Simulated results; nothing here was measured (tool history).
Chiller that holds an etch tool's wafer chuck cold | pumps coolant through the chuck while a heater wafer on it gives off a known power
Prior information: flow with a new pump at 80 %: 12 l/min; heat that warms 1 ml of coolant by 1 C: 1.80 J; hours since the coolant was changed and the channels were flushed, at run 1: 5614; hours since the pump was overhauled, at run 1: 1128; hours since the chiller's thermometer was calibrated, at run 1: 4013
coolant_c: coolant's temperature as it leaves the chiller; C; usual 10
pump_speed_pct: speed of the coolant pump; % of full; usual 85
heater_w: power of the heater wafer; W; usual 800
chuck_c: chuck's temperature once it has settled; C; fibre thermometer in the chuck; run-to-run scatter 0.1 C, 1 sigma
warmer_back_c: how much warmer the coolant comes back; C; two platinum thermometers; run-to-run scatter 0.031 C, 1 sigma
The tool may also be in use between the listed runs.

| run | hour | coolant_c | pump_speed_pct | heater_w | hours since the coolant was changed and the channels were flushed | hours since the pump was overhauled | hours since the chiller's thermometer was calibrated | chuck_c | warmer_back_c |
|---|---|---|---|---|---|---|---|---|---|
| 1 | 0.0 | 10 | 85 | 800 | 5614 | 1128 | 4013 | 19.8 | 2.13 |
| 2 | 49.4 | 10 | 85 | 800 | 5663 | 1177 | 4062 | 19.9 | 2.18 |
|  | 101.8 | chiller's thermometer calibrated |
| 3 | 108.9 | 10 | 85 | 800 | 5722 | 1236 | 7 | 20.0 | 2.13 |
| 4 | 172.7 | 13 | 85 | 800 | 5786 | 1299 | 71 | 23.1 | 2.14 |
| 5 | 233.0 | 10 | 85 | 800 | 5846 | 1360 | 131 | 20.1 | 2.14 |
|  | 256.1 | chiller's thermometer calibrated, once more |
| 6 | 283.9 | 6 | 85 | 800 | 5896 | 1410 | 28 | 15.8 | 2.16 |
| 7 | 336.0 | 6 | 85 | 800 | 5948 | 1462 | 80 | 15.8 | 2.12 |
| 8 | 394.4 | 10 | 67 | 800 | 6006 | 1520 | 138 | 21.7 | 2.77 |
| 9 | 440.5 | 10 | 67 | 800 | 6052 | 1566 | 184 | 21.8 | 2.78 |
| 10 | 497.0 | 10 | 85 | 906 | 6109 | 1623 | 241 | 21.1 | 2.50 |
| 11 | 546.5 | 10 | 85 | 932 | 6158 | 1672 | 290 | 21.5 | 2.54 |
| 12 | 591.3 | 10 | 85 | 932 | 6203 | 1717 | 335 | 21.5 | 2.50 |
| 13 | 631.3 | 10 | 85 | 932 | 6243 | 1757 | 375 | 21.4 | 2.54 |
| 14 | 687.8 | 8 | 85 | 932 | 6300 | 1814 | 432 | 19.5 | 2.55 |
| 15 | 730.6 | 8 | 85 | 1173 | 6342 | 1856 | 474 | 22.5 | 3.16 |
| 16 | 785.2 | 8 | 85 | 1173 | 6397 | 1911 | 529 | 22.5 | 3.21 |
| 17 | 850.6 | 8 | 85 | 1173 | 6462 | 1976 | 595 | 22.6 | 3.21 |
| 18 | 889.0 | 8 | 85 | 1173 | 6501 | 2015 | 633 | 22.6 | 3.20 |
| 19 | 947.8 | 7 | 85 | 1173 | 6560 | 2074 | 692 | 21.6 | 3.17 |
| 20 | 995.1 | 10 | 65 | 456 | 6607 | 2121 | 739 | 17.2 | 1.69 |
| 21 | 1035.6 | 5 | 65 | 456 | 6647 | 2161 | 779 | 12.0 | 1.72 |
| 22 | 1100.8 | 6 | 94 | 642 | 6713 | 2227 | 845 | 13.2 | 1.60 |
| 23 | 1130.9 | 19 | 95 | 800 | 6743 | 2257 | 875 | 28.3 | 1.93 |
|  | 1150.9 | coolant changed, channels flushed |
| 24 | 1175.2 | 9 | 60 | 1170 | 24 | 2295 | 913 | 25.6 | 4.61 |
| 25 | 1240.2 | 10 | 63 | 800 | 89 | 2360 | 978 | 21.0 | 3.02 |
| 26 | 1291.9 | 5 | 79 | 743 | 141 | 2412 | 1030 | 13.5 | 2.20 |
| 27 | 1330.7 | 5 | 88 | 446 | 180 | 2450 | 1069 | 9.5 | 1.17 |
| 28 | 1367.7 | 9 | 80 | 491 | 217 | 2487 | 1106 | 14.6 | 1.46 |
| 29 | 1396.8 | 7 | 69 | 685 | 246 | 2517 | 1135 | 15.8 | 2.37 |
| 30 | 1448.5 | 4 | 85 | 575 | 298 | 2568 | 1186 | 10.4 | 1.60 |
| 31 | 1486.2 | 4 | 85 | 575 | 335 | 2606 | 1224 | 10.5 | 1.59 |
| 32 | 1544.7 | 3 | 61 | 872 | 394 | 2665 | 1283 | 15.3 | 3.44 |
| 33 | 1603.6 | 3 | 61 | 872 | 453 | 2723 | 1342 | 15.4 | 3.41 |

Predict each of these 3 candidate next runs independently; none follows another, all start after run 33:
| A | 1655.4 | 13 | 61 | 872 | 504 | 2775 | 1393 | ? | ? |
| B | 1655.4 | 2 | 85 | 800 | 504 | 2775 | 1393 | ? | ? |
| C | 1655.4 | 10 | 85 | 424 | 504 | 2775 | 1393 | ? | ? |

| run | chuck_c | warmer_back_c |
|---|---|---|
| A | 25.4 | 3.46 |
| B | 10.7 | 2.25 |
| C | 14.8 | 1.20 |
The same runs, with their run-to-run variation unchanged, on a tool lacking any hidden condition would have given:
| run | chuck_c | warmer_back_c |
|---|---|---|
| A | 24.6 | 3.27 |
| B | 10.1 | 2.12 |
| C | 14.4 | 1.13 |

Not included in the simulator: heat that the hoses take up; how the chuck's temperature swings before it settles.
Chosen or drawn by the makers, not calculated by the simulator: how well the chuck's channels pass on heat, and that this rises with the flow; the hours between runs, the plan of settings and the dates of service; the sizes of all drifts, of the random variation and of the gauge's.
